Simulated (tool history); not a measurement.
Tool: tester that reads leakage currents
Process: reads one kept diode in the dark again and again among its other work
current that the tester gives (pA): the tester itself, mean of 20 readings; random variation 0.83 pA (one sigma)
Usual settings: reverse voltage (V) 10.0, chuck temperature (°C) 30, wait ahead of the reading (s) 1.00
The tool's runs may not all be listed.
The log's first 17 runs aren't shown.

run,day,reverse voltage (V),chuck temperature (°C),wait ahead of the reading (s),hours of work since the probe card was cleaned,hours of work since the tester was calibrated,hours of work since the chuck was calibrated,current that the tester gives (pA)
# day 102.917: probe card cleaned and baked
18,104.300,10.0,30,8.94,20,2652,1056,242.84
19,112.871,10.0,30,8.94,145,2777,1181,242.85
20,118.967,1.2,36,0.61,234,2865,1270,148.22
21,127.967,1.2,36,0.61,365,2996,1401,145.67
22,132.196,10.0,42,0.76,426,3058,1463,663.58
23,138.446,3.6,30,1.39,517,3149,1554,146.41
24,144.717,14.2,23,0.48,609,3240,1645,162.95
25,150.283,5.2,45,1.16,690,3321,1726,601.04
26,158.925,2.4,27,2.86,815,3447,1852,90.11
27,164.917,2.3,21,1.91,903,3534,1939,52.30
28,171.017,1.9,30,1.67,991,3623,2028,103.25
29,175.258,8.7,30,1.67,1053,3685,2089,223.42
# day 180.371: chuck's temperature calibrated
30,180.458,17.6,26,9.99,1128,3760,1,290.47
# day 185.258: probe card cleaned and baked
31,185.962,17.6,26,1.30,10,3838,80,247.34
32,195.604,17.6,21,1.30,151,3978,220,159.10
33,203.200,17.6,21,1.30,261,4089,331,162.03
34,208.262,4.5,22,1.30,335,4162,404,89.38
35,214.667,1.1,22,4.80,428,4256,498,44.22
36,219.742,2.0,50,9.01,502,4330,571,628.90
37,227.208,1.3,50,4.49,611,4438,680,507.65
38,236.021,1.4,25,4.49,739,4567,808,63.98

Forecast each of these 3 alternatives for the next run:
A,243.529,2.0,28,1.47,848,4676,918,?
B,243.529,3.8,25,0.95,848,4676,918,?
C,243.529,1.4,20,5.95,848,4676,918,?

run,current that the tester gives (pA)
A,98.99
B,105.76
C,40.96
Without the tool's hidden state the same runs would have given:
run,current that the tester gives (pA)
A,107.44
B,111.65
C,43.55

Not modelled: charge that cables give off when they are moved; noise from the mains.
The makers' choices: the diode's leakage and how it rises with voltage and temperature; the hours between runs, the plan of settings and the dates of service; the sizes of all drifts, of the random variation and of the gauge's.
